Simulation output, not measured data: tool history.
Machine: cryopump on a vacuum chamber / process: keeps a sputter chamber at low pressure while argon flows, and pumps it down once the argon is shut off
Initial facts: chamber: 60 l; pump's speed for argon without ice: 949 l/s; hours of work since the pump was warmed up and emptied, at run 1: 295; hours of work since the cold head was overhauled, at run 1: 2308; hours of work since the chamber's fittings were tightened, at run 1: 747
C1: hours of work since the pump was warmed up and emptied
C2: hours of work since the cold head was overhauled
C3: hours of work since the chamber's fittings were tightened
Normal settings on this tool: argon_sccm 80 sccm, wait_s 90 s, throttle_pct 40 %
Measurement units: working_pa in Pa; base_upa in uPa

Run 1, hour 0: usual settings; C1 295; C2 2308; C3 747. Result: working_pa 0.3714 Pa, base_upa 2.63 uPa.
Run 2, hour 75.2: usual settings; C1 342; C2 2355; C3 794. Result: working_pa 0.3758 Pa, base_upa 2.77 uPa.
Run 3, hour 169.7: usual settings but wait_s 54 s; C1 401; C2 2414; C3 853. Result: working_pa 0.3781 Pa, base_upa 3.63 uPa.
Run 4, hour 234.7: usual settings but argon_sccm 68 sccm, wait_s 54 s; C1 442; C2 2455; C3 893. Result: working_pa 0.3234 Pa, base_upa 3.72 uPa.
Run 5, hour 333.9: usual settings but argon_sccm 146 sccm, wait_s 54 s; C1 504; C2 2517; C3 956. Result: working_pa 0.6978 Pa, base_upa 3.91 uPa.
Run 6, hour 438.9: usual settings but argon_sccm 146 sccm, wait_s 54 s; C1 569; C2 2582; C3 1021. Result: working_pa 0.707 Pa, base_upa 4.11 uPa.
Run 7, hour 498.5: usual settings but wait_s 67 s; C1 607; C2 2620; C3 1059. Result: working_pa 0.3884 Pa, base_upa 3.77 uPa.
Run 8, hour 589.5: usual settings but throttle_pct 24 %; C1 664; C2 2677; C3 1116. Result: working_pa 0.6282 Pa, base_upa 3.37 uPa.
Run 9, hour 705.8: usual settings; C1 736; C2 2749; C3 1188. Result: working_pa 0.3935 Pa, base_upa 3.63 uPa.
Run 10, hour 777.6: usual settings but wait_s 195 s; C1 781; C2 2794; C3 1233. Result: working_pa 0.401 Pa, base_upa 3.02 uPa.
Run 11, hour 836: usual settings but argon_sccm 77 sccm, throttle_pct 45 %; C1 818; C2 2831; C3 1270. Result: working_pa 0.3463 Pa, base_upa 3.89 uPa.
At hour 892.6: leaking fittings of the chamber tightened, without venting.
Run 12, hour 915.5: usual settings but argon_sccm 77 sccm, throttle_pct 45 %; C1 866; C2 2879; C3 14. Result: working_pa 0.351 Pa, base_upa 1.72 uPa.
Run 13, hour 979.5: usual settings but argon_sccm 77 sccm, throttle_pct 45 %; C1 906; C2 2920; C3 54. Result: working_pa 0.3511 Pa, base_upa 1.86 uPa.

Estimate the outcome of run 14 from the log above:
Run 14, hour 1033.3: usual settings but argon_sccm 77 sccm, throttle_pct 45 %; C1 940; C2 2953; C3 88. Result: working_pa ?, base_upa ?.

working_pa: 0.3548 Pa
base_upa: 1.94 uPa
With the hidden condition absent and the run-to-run variation left alone, this run would have shown working_pa 0.3048 Pa, base_upa 1.61 uPa.

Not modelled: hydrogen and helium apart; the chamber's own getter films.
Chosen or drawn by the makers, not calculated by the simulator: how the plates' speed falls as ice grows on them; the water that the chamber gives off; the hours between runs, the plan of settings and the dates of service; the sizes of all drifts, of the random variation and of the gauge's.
